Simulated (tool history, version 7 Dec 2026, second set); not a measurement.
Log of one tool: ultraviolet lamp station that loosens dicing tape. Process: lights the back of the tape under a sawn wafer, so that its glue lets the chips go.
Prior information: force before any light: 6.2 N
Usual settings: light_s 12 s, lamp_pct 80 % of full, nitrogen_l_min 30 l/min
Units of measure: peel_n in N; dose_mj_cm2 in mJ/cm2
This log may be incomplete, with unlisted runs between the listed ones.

run,hour,light_s,lamp_pct,nitrogen_l_min,peel_n,dose_mj_cm2
1,0,12,80,30,0.347,297
2,7.9,12,80,30,0.334,291
3,17.3,12,80,30,0.334,292
4,31.5,12,80,30,0.352,289
5,47.2,12,80,16,0.587,288
6,62.3,12,80,30,0.357,288
7,77.7,12,84,30,0.321,303
8,87.1,12,84,30,0.342,304
9,96.5,12,61,30,0.623,216
10,103.1,12,61,30,0.635,212
11,113.4,12,61,30,0.636,212
12,125.6,12,61,30,0.66,216
13,139.7,12,80,30,0.38,277
14,152.3,12,80,30,0.385,275
15,161.2,12,80,30,0.4,277
# hour 170.3: window cleaned of glue's vapour
16,174,12,80,30,0.326,312
17,184.1,12,80,30,0.318,305
18,197.6,12,80,30,0.332,309
19,203.9,12,80,30,0.323,304
20,212.5,12,80,30,0.33,304
21,220.3,7,80,30,0.931,176
22,229.7,12,80,30,0.334,304
23,245,19,61,48,0.201,361
24,257.6,16,71,28,0.272,359
25,271,16,71,14,0.448,353
26,282,11,86,30,0.347,295
27,289.5,6,86,18,1.489,157
28,303.6,6,86,18,1.465,162
29,316.2,8,74,30,0.9,178
30,329.8,16,70,9,0.731,335
31,337.7,16,70,9,0.718,338
32,353,11,83,30,0.391,270
33,362.1,11,61,10,1.56,200
34,375.9,8,78,11,1.637,185
35,382.3,19,78,50,0.178,437
36,390.1,19,78,47,0.171,441
37,398,13,61,47,0.408,234
38,408.6,13,61,47,0.416,230
39,424,13,61,47,0.42,227
40,431.4,9,62,30,1.07,164
41,442.3,8,93,44,0.502,210
42,452.9,8,93,44,0.481,211
43,463,11,78,10,1.158,242
44,471.9,8,61,23,1.599,138

Consider 3 possible next runs. They are alternatives, not a sequence: every one starts from the tool as it was left by run 44. What does each give?
A,486.4,8,78,48,?,?
B,486.4,8,98,51,?,?
C,486.4,15,80,10,?,?

run,peel_n,dose_mj_cm2
A,0.693,171
B,0.444,216
C,0.643,336
Without the tool's unlogged condition, the same runs would have read:
run,peel_n,dose_mj_cm2
A,0.401,228
B,0.269,288
C,0.37,446
